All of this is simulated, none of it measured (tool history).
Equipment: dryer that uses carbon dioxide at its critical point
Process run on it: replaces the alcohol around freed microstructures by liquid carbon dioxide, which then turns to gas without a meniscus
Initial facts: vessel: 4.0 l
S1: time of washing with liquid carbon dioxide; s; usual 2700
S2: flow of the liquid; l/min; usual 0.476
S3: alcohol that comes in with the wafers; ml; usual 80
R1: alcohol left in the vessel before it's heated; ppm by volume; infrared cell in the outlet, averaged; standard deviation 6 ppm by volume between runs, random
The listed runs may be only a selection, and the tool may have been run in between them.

Run 1, hour 0: usual settings. Result: R1 270 ppm by volume.
Run 2, hour 6.7: usual settings. Result: R1 274 ppm by volume.
Run 3, hour 13.1: usual settings. Result: R1 277 ppm by volume.
Run 4, hour 22.4: usual settings. Result: R1 286 ppm by volume.
Run 5, hour 29.5: usual settings. Result: R1 281 ppm by volume.
Run 6, hour 35.7: usual settings but S3 34 ml. Result: R1 148 ppm by volume.
Run 7, hour 39.6: usual settings but S2 0.301 l/min. Result: R1 1182 ppm by volume.
Run 8, hour 47.3: usual settings but S2 0.301 l/min. Result: R1 1193 ppm by volume.
Run 9, hour 53.8: usual settings but S2 0.301 l/min. Result: R1 1228 ppm by volume.
Run 10, hour 60.2: usual settings but S2 0.301 l/min. Result: R1 1219 ppm by volume.
Run 11, hour 64.5: usual settings but S2 0.301 l/min. Result: R1 1191 ppm by volume.
Run 12, hour 72.2: usual settings but S2 0.301 l/min. Result: R1 1239 ppm by volume.
Run 13, hour 79.2: usual settings but S2 0.301 l/min. Result: R1 1166 ppm by volume.
Run 14, hour 85.4: usual settings but S2 0.301 l/min. Result: R1 1219 ppm by volume.
Run 15, hour 90.1: usual settings but S2 0.301 l/min. Result: R1 1228 ppm by volume.
Run 16, hour 99.1: usual settings but S2 0.301 l/min, S3 89 ml. Result: R1 1355 ppm by volume.
Run 17, hour 103.1: usual settings but S3 45 ml. Result: R1 174 ppm by volume.
Run 18, hour 112.8: usual settings but S3 45 ml. Result: R1 191 ppm by volume.
Run 19, hour 118.2: usual settings but S2 0.655 l/min, S3 30 ml. Result: R1 64 ppm by volume.
Run 20, hour 126.5: usual settings but S2 0.655 l/min, S3 30 ml. Result: R1 77 ppm by volume.
Run 21, hour 132.4: usual settings but S2 0.655 l/min, S3 30 ml. Result: R1 62 ppm by volume.
Run 22, hour 139.9: usual settings but S1 4080 s. Result: R1 75 ppm by volume.
Run 23, hour 144.3: usual settings but S1 3180 s, S2 0.576 l/min, S3 105 ml. Result: R1 105 ppm by volume.
Run 24, hour 151.2: usual settings but S1 1740 s, S3 27 ml. Result: R1 443 ppm by volume.
Run 25, hour 157.6: usual settings but S3 113 ml. Result: R1 411 ppm by volume.
Run 26, hour 161.9: usual settings but S3 113 ml. Result: R1 405 ppm by volume.
Run 27, hour 166.2: usual settings but S1 1680 s, S2 0.383 l/min, S3 97 ml. Result: R1 2672 ppm by volume.
Run 28, hour 174: usual settings but S1 1680 s, S2 0.383 l/min, S3 97 ml. Result: R1 2756 ppm by volume.
Run 29, hour 180.1: usual settings but S1 2340 s, S3 33 ml. Result: R1 225 ppm by volume.
Run 30, hour 189.4: usual settings but S3 95 ml. Result: R1 358 ppm by volume.
Run 31, hour 196.6: usual settings but S1 2040 s, S2 0.736 l/min, S3 24 ml. Result: R1 94 ppm by volume.
Run 32, hour 206: usual settings but S2 0.342 l/min, S3 49 ml. Result: R1 562 ppm by volume.
Run 33, hour 211: usual settings but S2 0.483 l/min, S3 52 ml. Result: R1 219 ppm by volume.
Run 34, hour 217.7: usual settings but S2 0.432 l/min. Result: R1 422 ppm by volume.
Run 35, hour 222.1: usual settings but S1 2940 s, S2 0.524 l/min. Result: R1 160 ppm by volume.

Alternative continuations, all from the tool just after run 35; predict every row:
Run A, hour 231.5: usual settings but S1 1920 s, S2 0.524 l/min, S3 27 ml. Result: R1 ?.
Run B, hour 231.5: usual settings but S1 3240 s, S2 0.524 l/min, S3 83 ml. Result: R1 ?.
Run C, hour 231.5: usual settings but S1 3060 s, S3 54 ml. Result: R1 ?.

run   R1
  A  297
  B  137
  C  151
With the hidden condition removed and each run's random variation left untouched, the same runs would have given:
run   R1
  A  215
  B   71
  C   83

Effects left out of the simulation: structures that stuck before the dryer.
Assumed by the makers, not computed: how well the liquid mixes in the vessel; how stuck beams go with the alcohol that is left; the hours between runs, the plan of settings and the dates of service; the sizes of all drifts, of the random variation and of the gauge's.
